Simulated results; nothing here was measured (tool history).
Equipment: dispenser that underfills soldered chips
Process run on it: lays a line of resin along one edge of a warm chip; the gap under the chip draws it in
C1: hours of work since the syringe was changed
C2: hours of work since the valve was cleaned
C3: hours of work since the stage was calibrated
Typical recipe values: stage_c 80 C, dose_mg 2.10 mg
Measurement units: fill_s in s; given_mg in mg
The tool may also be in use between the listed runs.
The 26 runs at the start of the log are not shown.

run 27 hour=95.4 | stage_c=79 dose_mg=2.06 | C1=8 C2=82 C3=82 | fill_s=36.0 given_mg=1.929
run 28 hour=97.9 | stage_c=77 dose_mg=2.56 | C1=10 C2=84 C3=84 | fill_s=43.3 given_mg=2.408
run 29 hour=100.3 | stage_c=77 dose_mg=2.56 | C1=12 C2=86 C3=86 | fill_s=47.6 given_mg=2.410
-- hour=101.1 new syringe of resin
run 30 hour=103.3 | stage_c=77 dose_mg=2.56 | C1=2 C2=88 C3=88 | fill_s=28.3 given_mg=2.407
run 31 hour=105.6 | stage_c=77 dose_mg=2.56 | C1=4 C2=90 C3=90 | fill_s=31.4 given_mg=2.405
run 32 hour=109.8 | stage_c=80 dose_mg=2.51 | C1=7 C2=93 C3=93 | fill_s=32.7 given_mg=2.340
run 33 hour=114.5 | stage_c=66 dose_mg=2.47 | C1=11 C2=97 C3=97 | fill_s=83.9 given_mg=2.293
-- hour=116.3 new syringe of resin
run 34 hour=119.6 | stage_c=66 dose_mg=2.47 | C1=3 C2=101 C3=101 | fill_s=52.7 given_mg=2.295
-- hour=122.5 dispensing valve cleaned and set on the balance
run 35 hour=125.6 | stage_c=66 dose_mg=2.47 | C1=7 C2=2 C3=105 | fill_s=66.1 given_mg=2.458
run 36 hour=128.1 | stage_c=66 dose_mg=2.47 | C1=9 C2=4 C3=107 | fill_s=74.6 given_mg=2.458

3 ways to go on from here, each from the tool as it stands after run 36. What would each give?
run A hour=131.8 | stage_c=66 dose_mg=2.43 | C1=12 C2=7 C3=110 | fill_s=? given_mg=?
run B hour=131.8 | stage_c=68 dose_mg=2.07 | C1=12 C2=7 C3=110 | fill_s=? given_mg=?
run C hour=131.8 | stage_c=84 dose_mg=2.47 | C1=12 C2=7 C3=110 | fill_s=? given_mg=?

run=A fill_s=86.5 given_mg=2.413
run=B fill_s=81.9 given_mg=2.056
run=C fill_s=34.5 given_mg=2.462
Take away the tool's hidden state, keep each run's random variation, and the runs would have read:
run=A fill_s=43.5 given_mg=2.424
run=B fill_s=41.0 given_mg=2.066
run=C fill_s=17.3 given_mg=2.474
